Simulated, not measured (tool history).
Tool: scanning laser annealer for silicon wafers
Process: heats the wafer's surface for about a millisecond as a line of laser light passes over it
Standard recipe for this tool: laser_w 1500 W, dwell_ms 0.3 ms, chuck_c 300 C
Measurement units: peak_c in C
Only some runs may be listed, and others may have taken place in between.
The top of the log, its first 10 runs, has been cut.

run,hour,laser_w,dwell_ms,chuck_c,hours of work since the window was cleaned,hours of work since the power meter was calibrated,hours of work since the optics were aligned,peak_c
11,278,1500,0.3,303,79,680,1670,1094
12,303.2,1500,0.291,303,91,692,1682,1082
13,335.9,1500,0.3,281,108,709,1699,1069
14,362.2,1500,0.3,281,121,722,1712,1067
15,394.1,1500,0.3,281,137,738,1728,1065
16,422.6,1500,0.3,281,151,752,1742,1066
17,451.5,1500,0.3,298,166,767,1757,1080
# hour 493.4: optics aligned, line set to its width
18,498.3,1500,0.3,298,187,787,2,1096
19,535.1,1500,0.311,298,205,806,21,1105
20,571.6,1500,0.219,300,223,824,39,994
21,602.4,1511,0.3,300,239,840,55,1101
22,642.6,1383,0.3,300,259,860,75,1033
23,686.9,1500,0.3,278,281,882,97,1072
24,718.8,1606,0.3,287,297,898,113,1138
25,751.7,1606,0.3,287,314,914,129,1139
26,794.2,1606,0.3,287,335,936,151,1135
27,825.9,1606,0.3,287,351,952,167,1138
28,860.1,1425,0.38,308,368,969,184,1136
29,894.5,1425,0.228,308,385,986,201,968
30,930.2,1425,0.228,308,403,1004,219,970
31,964.2,1500,0.346,282,420,1021,236,1121

Forecast run 32:
32,985.3,1359,0.237,307,431,1031,246,?

peak_c: 946 C
On a tool with no hidden condition, and with the same random variation, this run would have come out at peak_c 966 C.
